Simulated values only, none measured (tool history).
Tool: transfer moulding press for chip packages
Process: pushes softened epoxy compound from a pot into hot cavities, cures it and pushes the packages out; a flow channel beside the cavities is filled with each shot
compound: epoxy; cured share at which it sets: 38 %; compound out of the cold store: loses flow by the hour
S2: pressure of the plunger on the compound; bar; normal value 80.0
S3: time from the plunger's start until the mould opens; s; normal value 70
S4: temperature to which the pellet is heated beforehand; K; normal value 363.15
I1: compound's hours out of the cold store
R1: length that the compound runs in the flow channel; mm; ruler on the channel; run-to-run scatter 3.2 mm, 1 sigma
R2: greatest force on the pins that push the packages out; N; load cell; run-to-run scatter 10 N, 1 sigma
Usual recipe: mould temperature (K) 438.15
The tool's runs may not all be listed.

run 1 hour=0.0 | mould_temperature_(K)=438.15 S2=80.0 S3=70 S4=363.15 | I1=17.1 | R1=1001 R2=606
run 2 hour=24.3 | mould_temperature_(K)=438.15 S2=80.0 S3=70 S4=363.15 | I1=22.3 | R1=978 R2=739
run 3 hour=40.3 | mould_temperature_(K)=438.15 S2=80.0 S3=70 S4=363.15 | I1=35.4 | R1=926 R2=764
-- hour=51.2 cavities cleaned with cleaning compound and waxed
run 4 hour=56.1 | mould_temperature_(K)=438.15 S2=80.0 S3=70 S4=363.15 | I1=42.1 | R1=906 R2=539
run 5 hour=85.9 | mould_temperature_(K)=438.15 S2=80.0 S3=70 S4=363.15 | I1=24.2 | R1=959 R2=736
-- hour=110.0 cavities cleaned with cleaning compound and waxed
run 6 hour=112.6 | mould_temperature_(K)=438.15 S2=80.0 S3=70 S4=363.15 | I1=12.2 | R1=1006 R2=546
run 7 hour=134.6 | mould_temperature_(K)=438.15 S2=80.0 S3=70 S4=363.15 | I1=27.3 | R1=945 R2=702
run 8 hour=161.6 | mould_temperature_(K)=438.15 S2=80.0 S3=70 S4=363.15 | I1=24.1 | R1=948 R2=770
-- hour=169.6 cavities cleaned with cleaning compound and waxed
run 9 hour=179.4 | mould_temperature_(K)=438.15 S2=80.0 S3=70 S4=363.15 | I1=27.7 | R1=931 R2=595
run 10 hour=204.9 | mould_temperature_(K)=438.15 S2=80.0 S3=70 S4=363.15 | I1=38.7 | R1=888 R2=736
-- hour=229.5 cavities cleaned with cleaning compound and waxed
run 11 hour=229.8 | mould_temperature_(K)=442.15 S2=80.0 S3=70 S4=363.15 | I1=15.2 | R1=953 R2=419
run 12 hour=242.8 | mould_temperature_(K)=442.15 S2=80.0 S3=70 S4=363.15 | I1=28.9 | R1=899 R2=535
run 13 hour=261.6 | mould_temperature_(K)=442.15 S2=80.0 S3=70 S4=363.15 | I1=41.4 | R1=853 R2=603
-- hour=288.6 cavities cleaned with cleaning compound and waxed
run 14 hour=293.0 | mould_temperature_(K)=442.15 S2=80.0 S3=70 S4=363.15 | I1=31.4 | R1=885 R2=436
-- hour=319.2 plunger's sealing rings changed
run 15 hour=323.4 | mould_temperature_(K)=442.15 S2=80.0 S3=70 S4=363.15 | I1=44.1 | R1=888 R2=566
-- hour=350.5 cavities cleaned with cleaning compound and waxed
run 16 hour=350.8 | mould_temperature_(K)=442.15 S2=80.0 S3=70 S4=363.15 | I1=45.3 | R1=883 R2=411
run 17 hour=381.5 | mould_temperature_(K)=438.15 S2=80.0 S3=70 S4=357.15 | I1=17.5 | R1=991 R2=737
-- hour=400.8 mould's thermocouples calibrated
-- hour=410.7 cavities cleaned with cleaning compound and waxed
run 18 hour=414.3 | mould_temperature_(K)=439.15 S2=73.3 S3=77 S4=363.15 | I1=17.0 | R1=939 R2=451
run 19 hour=443.0 | mould_temperature_(K)=439.15 S2=73.3 S3=77 S4=363.15 | I1=42.0 | R1=848 R2=570
-- hour=468.4 cavities cleaned with cleaning compound and waxed
run 20 hour=474.1 | mould_temperature_(K)=438.15 S2=80.0 S3=70 S4=363.15 | I1=37.6 | R1=896 R2=520

Predict the results of run 21:
run 21 hour=489.6 | mould_temperature_(K)=438.15 S2=80.0 S3=70 S4=363.15 | I1=11.1 | R1=? R2=?

{"run 21": {"R1": 990, "R2": 632}}
Take away the tool's hidden state, keep the run-to-run variation as it was, and the same run would have given R1 1023 mm, R2 466 N.

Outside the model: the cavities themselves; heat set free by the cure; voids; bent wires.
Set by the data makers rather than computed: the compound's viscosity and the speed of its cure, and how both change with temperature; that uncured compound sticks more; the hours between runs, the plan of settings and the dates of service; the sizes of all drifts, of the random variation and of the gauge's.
